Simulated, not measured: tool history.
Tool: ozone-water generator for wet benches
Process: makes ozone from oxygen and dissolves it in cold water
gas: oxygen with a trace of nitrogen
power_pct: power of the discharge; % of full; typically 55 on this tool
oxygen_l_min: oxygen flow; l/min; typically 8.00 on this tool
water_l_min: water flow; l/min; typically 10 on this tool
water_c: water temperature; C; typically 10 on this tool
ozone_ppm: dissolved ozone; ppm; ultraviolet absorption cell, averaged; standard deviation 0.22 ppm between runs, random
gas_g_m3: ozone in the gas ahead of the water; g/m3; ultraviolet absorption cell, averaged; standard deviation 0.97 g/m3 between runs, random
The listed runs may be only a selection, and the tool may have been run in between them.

run,hour,power_pct,oxygen_l_min,water_l_min,water_c,ozone_ppm,gas_g_m3
1,0.0,55,8.00,10,10,30.7,157.3
2,122.4,55,8.00,10,10,30.6,155.0
3,293.1,55,8.00,10,10,30.5,155.5
# hour 405.8: water thermometer calibrated
4,421.6,55,8.00,10,10,31.0,154.3
5,543.5,55,8.00,10,10,30.6,154.8
6,633.1,55,8.00,10,10,30.8,154.6
7,799.0,55,8.00,10,10,30.4,154.0
8,883.0,55,8.00,10,10,30.8,153.5
9,1048.5,55,8.00,10,10,30.2,154.7
10,1199.0,55,8.00,10,10,30.0,154.3
11,1272.7,55,9.29,10,10,29.7,143.0
12,1359.8,55,9.29,10,10,29.5,140.9
13,1442.4,55,9.29,10,8,30.7,143.7
14,1521.0,55,9.29,6,8,38.1,142.5
15,1619.6,55,8.00,10,10,30.3,152.6
16,1701.7,55,8.00,10,10,30.2,152.8
17,1867.6,55,8.92,10,8,30.4,144.7
18,1966.2,55,8.92,10,8,30.9,143.3
19,2095.4,42,8.81,12,11,21.8,121.2
20,2262.2,55,8.00,8,10,33.4,151.5
21,2400.3,55,8.00,8,10,33.1,152.1
22,2537.8,55,8.00,8,10,33.0,150.2
23,2629.5,55,8.00,7,10,35.3,149.4
24,2763.3,51,5.85,7,6,38.5,167.2
25,2909.6,51,5.85,7,6,38.8,166.7
26,2982.0,84,4.15,13,6,35.8,275.3
27,3088.7,85,8.00,12,10,35.2,197.7
28,3215.4,41,8.00,10,10,24.3,122.8
29,3375.6,41,8.00,10,10,24.1,122.9
30,3542.5,61,11.78,12,15,23.4,131.3
31,3622.7,61,11.78,12,15,23.6,130.6
32,3799.6,55,8.00,7,12,32.5,148.2

Consider 3 possible next runs. They are alternatives, not a sequence: every one starts from the tool as it was left by run 32. What does each give?
A,3950.7,55,8.00,12,12,?,?
B,3950.7,55,6.47,10,10,?,?
C,3950.7,73,9.97,7,12,?,?

run,ozone_ppm,gas_g_m3
A,25.0,149.7
B,29.7,163.5
C,37.0,157.2
With no hidden state in the tool, these same runs would have given:
run,ozone_ppm,gas_g_m3
A,28.8,168.4
B,34.3,184.0
C,43.7,181.9

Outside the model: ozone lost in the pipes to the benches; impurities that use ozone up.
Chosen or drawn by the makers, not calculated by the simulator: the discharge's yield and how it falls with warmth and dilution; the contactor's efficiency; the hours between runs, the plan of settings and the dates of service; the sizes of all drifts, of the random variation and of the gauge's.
